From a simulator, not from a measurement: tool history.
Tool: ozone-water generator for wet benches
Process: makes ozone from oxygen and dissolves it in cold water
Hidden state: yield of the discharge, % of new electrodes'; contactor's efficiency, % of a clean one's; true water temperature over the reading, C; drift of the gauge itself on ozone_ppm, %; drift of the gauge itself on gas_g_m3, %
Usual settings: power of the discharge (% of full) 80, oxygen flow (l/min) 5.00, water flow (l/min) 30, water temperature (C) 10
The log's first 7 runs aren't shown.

| run | hour | power of the discharge (% of full) | oxygen flow (l/min) | water flow (l/min) | water temperature (C) | hours of work since the electrodes were changed | hours of work since the contactor was cleaned | hours of work since the thermometer was calibrated | dissolved ozone (ppm) | ozone in the gas ahead of the water (g/m3) |
|---|---|---|---|---|---|---|---|---|---|---|
| 8 | 551.0 | 80 | 5.00 | 30 | 10 | 2042 | 2042 | 1173 | 13.4 | 169.0 |
| 9 | 645.0 | 80 | 5.00 | 30 | 10 | 2128 | 2128 | 1259 | 13.5 | 168.4 |
| 10 | 728.8 | 80 | 5.00 | 30 | 10 | 2205 | 2205 | 1336 | 13.4 | 169.2 |
| 11 | 813.9 | 80 | 5.00 | 30 | 10 | 2283 | 2283 | 1414 | 13.2 | 168.9 |
| 12 | 886.8 | 80 | 4.71 | 30 | 10 | 2350 | 2350 | 1480 | 13.2 | 173.3 |
| 13 | 935.7 | 80 | 4.71 | 30 | 10 | 2395 | 2395 | 1525 | 13.3 | 174.0 |
| 14 | 1020.3 | 80 | 4.71 | 30 | 10 | 2472 | 2472 | 1603 | 13.3 | 173.0 |
| 15 | 1106.8 | 80 | 4.71 | 30 | 10 | 2552 | 2552 | 1682 | 13.3 | 175.1 |
| 16 | 1164.4 | 80 | 4.71 | 30 | 10 | 2604 | 2604 | 1735 | 13.3 | 172.4 |
| 17 | 1224.3 | 80 | 4.71 | 30 | 10 | 2659 | 2659 | 1790 | 13.2 | 170.7 |
| 18 | 1280.1 | 80 | 6.46 | 30 | 10 | 2710 | 2710 | 1841 | 13.5 | 143.0 |
| 19 | 1366.1 | 80 | 6.46 | 30 | 10 | 2789 | 2789 | 1920 | 13.5 | 141.2 |
| 20 | 1449.6 | 88 | 7.59 | 22 | 10 | 2866 | 2866 | 1996 | 18.8 | 138.7 |
| 21 | 1495.9 | 72 | 5.00 | 30 | 10 | 2908 | 2908 | 2039 | 12.2 | 150.3 |
| 22 | 1552.3 | 53 | 5.00 | 43 | 7 | 2960 | 2960 | 2091 | 6.7 | 120.5 |
| 23 | 1601.8 | 47 | 3.02 | 30 | 6 | 3005 | 3005 | 2136 | 8.1 | 149.1 |
| 24 | 1665.4 | 80 | 5.77 | 28 | 10 | 3064 | 3064 | 2194 | 13.9 | 150.6 |
| 25 | 1748.2 | 80 | 3.77 | 28 | 10 | 3140 | 3140 | 2270 | 13.2 | 194.6 |
| 26 | 1825.2 | 80 | 3.77 | 28 | 10 | 3210 | 3210 | 2341 | 13.5 | 193.8 |
| 27 | 1903.1 | 80 | 3.10 | 28 | 7 | 3282 | 3282 | 2412 | 13.1 | 214.7 |
| 28 | 1986.1 | 80 | 5.00 | 28 | 10 | 3358 | 3358 | 2488 | 13.6 | 162.9 |
| 29 | 2040.8 | 80 | 5.00 | 28 | 10 | 3408 | 3408 | 2539 | 13.5 | 160.7 |
| 30 | 2131.6 | 82 | 7.17 | 26 | 10 | 3491 | 3491 | 2622 | 15.2 | 131.4 |
| 31 | 2210.0 | 82 | 4.08 | 33 | 13 | 3563 | 3563 | 2694 | 11.1 | 185.9 |
| 32 | 2252.2 | 82 | 4.08 | 33 | 13 | 3602 | 3602 | 2732 | 11.1 | 182.5 |

3 ways to go on from here, each from the tool as it stands after run 32. What would each give?
| A | 2299.4 | 82 | 4.08 | 22 | 13 | 3645 | 3645 | 2776 | ? | ? |
| B | 2299.4 | 82 | 5.18 | 41 | 13 | 3645 | 3645 | 2776 | ? | ? |
| C | 2299.4 | 65 | 5.00 | 30 | 11 | 3645 | 3645 | 2776 | ? | ? |

| run | dissolved ozone (ppm) | ozone in the gas ahead of the water (g/m3) |
|---|---|---|
| A | 16.4 | 183.0 |
| B | 9.1 | 160.4 |
| C | 10.8 | 139.3 |
Without the tool's hidden state the same runs would have given:
| run | dissolved ozone (ppm) | ozone in the gas ahead of the water (g/m3) |
|---|---|---|
| A | 19.1 | 207.8 |
| B | 10.6 | 182.1 |
| C | 12.4 | 155.0 |
